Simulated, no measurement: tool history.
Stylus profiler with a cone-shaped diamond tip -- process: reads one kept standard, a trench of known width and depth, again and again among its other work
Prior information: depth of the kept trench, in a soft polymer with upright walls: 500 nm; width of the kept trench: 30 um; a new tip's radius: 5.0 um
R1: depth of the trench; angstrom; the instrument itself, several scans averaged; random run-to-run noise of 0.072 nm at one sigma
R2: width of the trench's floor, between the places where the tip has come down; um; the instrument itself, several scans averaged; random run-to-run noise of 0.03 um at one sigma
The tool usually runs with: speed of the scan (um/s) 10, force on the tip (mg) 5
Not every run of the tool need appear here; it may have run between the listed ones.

{"run": 1, "hour": 0.0, "speed of the scan (um/s)": 10, "force on the tip (mg)": 5, "R1": 5126.5, "R2": 25.66}
{"run": 2, "hour": 84.3, "speed of the scan (um/s)": 9, "force on the tip (mg)": 5, "R1": 5126.1, "R2": 25.6}
{"run": 3, "hour": 169.5, "speed of the scan (um/s)": 9, "force on the tip (mg)": 5, "R1": 5127, "R2": 25.62}
{"run": 4, "hour": 229.2, "speed of the scan (um/s)": 9, "force on the tip (mg)": 5, "R1": 5124.6, "R2": 25.6}
{"run": 5, "hour": 321.1, "speed of the scan (um/s)": 10, "force on the tip (mg)": 5, "R1": 5125.7, "R2": 25.57}
{"run": 6, "hour": 423.1, "speed of the scan (um/s)": 10, "force on the tip (mg)": 5, "R1": 5125.7, "R2": 25.58}
{"run": 7, "hour": 536.2, "speed of the scan (um/s)": 10, "force on the tip (mg)": 5, "R1": 5126.3, "R2": 25.62}
{"run": 8, "hour": 648.3, "speed of the scan (um/s)": 32, "force on the tip (mg)": 5, "R1": 5126.8, "R2": 25.51}
{"run": 9, "hour": 720.1, "speed of the scan (um/s)": 8, "force on the tip (mg)": 5, "R1": 5126.7, "R2": 25.6}
{"run": 10, "hour": 837.7, "speed of the scan (um/s)": 8, "force on the tip (mg)": 5, "R1": 5126.2, "R2": 25.59}
{"run": 11, "hour": 930.0, "speed of the scan (um/s)": 10, "force on the tip (mg)": 5, "R1": 5125.5, "R2": 25.56}
{"run": 12, "hour": 1032.2, "speed of the scan (um/s)": 10, "force on the tip (mg)": 2.47, "R1": 5078.1, "R2": 25.63}
{"run": 13, "hour": 1114.7, "speed of the scan (um/s)": 24, "force on the tip (mg)": 2.47, "R1": 5078.5, "R2": 25.53}
{"run": 14, "hour": 1214.7, "speed of the scan (um/s)": 24, "force on the tip (mg)": 2.47, "R1": 5079.4, "R2": 25.58}
{"run": 15, "hour": 1302.2, "speed of the scan (um/s)": 24, "force on the tip (mg)": 2.47, "R1": 5079.2, "R2": 25.52}
{"run": 16, "hour": 1404.9, "speed of the scan (um/s)": 24, "force on the tip (mg)": 2.47, "R1": 5079.8, "R2": 25.52}
{"run": 17, "hour": 1510.9, "speed of the scan (um/s)": 24, "force on the tip (mg)": 2.47, "R1": 5078.5, "R2": 25.51}
{"run": 18, "hour": 1593.6, "speed of the scan (um/s)": 24, "force on the tip (mg)": 2.47, "R1": 5078.9, "R2": 25.54}
{"run": 19, "hour": 1676.6, "speed of the scan (um/s)": 4, "force on the tip (mg)": 5, "R1": 5125.7, "R2": 25.62}
{"run": 20, "hour": 1801.4, "speed of the scan (um/s)": 10, "force on the tip (mg)": 5, "R1": 5126.9, "R2": 25.59}
{"run": 21, "hour": 1915.9, "speed of the scan (um/s)": 10, "force on the tip (mg)": 5, "R1": 5126.5, "R2": 25.66}
{"run": 22, "hour": 1973.3, "speed of the scan (um/s)": 10, "force on the tip (mg)": 5, "R1": 5126.7, "R2": 25.63}
{"run": 23, "hour": 2089.2, "speed of the scan (um/s)": 10, "force on the tip (mg)": 5, "R1": 5127.3, "R2": 25.6}
{"run": 24, "hour": 2191.5, "speed of the scan (um/s)": 3, "force on the tip (mg)": 8.1, "R1": 5175.1, "R2": 25.6}
{"run": 25, "hour": 2248.2, "speed of the scan (um/s)": 14, "force on the tip (mg)": 1.97, "R1": 5066.1, "R2": 25.63}
{"run": 26, "hour": 2336.2, "speed of the scan (um/s)": 3, "force on the tip (mg)": 2.08, "R1": 5070.2, "R2": 25.67}
{"run": 27, "hour": 2435.9, "speed of the scan (um/s)": 17, "force on the tip (mg)": 3.36, "R1": 5097.2, "R2": 25.59}
{"run": 28, "hour": 2555.5, "speed of the scan (um/s)": 17, "force on the tip (mg)": 3.36, "R1": 5095.9, "R2": 25.6}
{"run": 29, "hour": 2686.3, "speed of the scan (um/s)": 33, "force on the tip (mg)": 14.83, "R1": 5262, "R2": 25.54}
{"run": 30, "hour": 2760.3, "speed of the scan (um/s)": 4, "force on the tip (mg)": 5, "R1": 5126, "R2": 25.64}
{"run": 31, "hour": 2855.9, "speed of the scan (um/s)": 2, "force on the tip (mg)": 3.58, "R1": 5100.4, "R2": 25.64}
{"run": 32, "hour": 2963.7, "speed of the scan (um/s)": 2, "force on the tip (mg)": 6.99, "R1": 5159, "R2": 25.61}
{"run": 33, "hour": 3061.0, "speed of the scan (um/s)": 30, "force on the tip (mg)": 5.69, "R1": 5137.5, "R2": 25.61}
{"run": 34, "hour": 3133.3, "speed of the scan (um/s)": 30, "force on the tip (mg)": 5.69, "R1": 5136.9, "R2": 25.52}
{"run": 35, "hour": 3246.2, "speed of the scan (um/s)": 2, "force on the tip (mg)": 7.71, "R1": 5167.9, "R2": 25.66}
{"run": 36, "hour": 3366.9, "speed of the scan (um/s)": 18, "force on the tip (mg)": 4.96, "R1": 5125.6, "R2": 25.58}
{"run": 37, "hour": 3451.7, "speed of the scan (um/s)": 18, "force on the tip (mg)": 4.96, "R1": 5127.1, "R2": 25.58}
{"run": 38, "hour": 3512.3, "speed of the scan (um/s)": 10, "force on the tip (mg)": 8.4, "R1": 5178.9, "R2": 25.59}
{"run": 39, "hour": 3598.1, "speed of the scan (um/s)": 32, "force on the tip (mg)": 7.51, "R1": 5166, "R2": 25.58}
{"run": 40, "hour": 3680.3, "speed of the scan (um/s)": 2, "force on the tip (mg)": 2.73, "R1": 5084.8, "R2": 25.62}
{"run": 41, "hour": 3811.8, "speed of the scan (um/s)": 2, "force on the tip (mg)": 2.73, "R1": 5084.8, "R2": 25.65}
{"run": 42, "hour": 3938.5, "speed of the scan (um/s)": 2, "force on the tip (mg)": 2.73, "R1": 5084.6, "R2": 25.67}
{"run": 43, "hour": 4019.6, "speed of the scan (um/s)": 2, "force on the tip (mg)": 2.73, "R1": 5084.3, "R2": 25.6}
{"run": 44, "hour": 4114.1, "speed of the scan (um/s)": 14, "force on the tip (mg)": 7.58, "R1": 5167.1, "R2": 25.56}
{"run": 45, "hour": 4222.3, "speed of the scan (um/s)": 14, "force on the tip (mg)": 7.58, "R1": 5168.5, "R2": 25.57}
{"run": 46, "hour": 4283.0, "speed of the scan (um/s)": 14, "force on the tip (mg)": 7.58, "R1": 5166.4, "R2": 25.57}

Taken out of this log: 1 entry between the listed runs. Where each belongs, and how the hidden state differs across it:
In the gap between runs 19 and 20: new tip fitted, height scale calibrated (hour 1711.5)
  radius of the tip, um: 5.04 -> 5; height scale over the true one, %: 0.001 -> 0
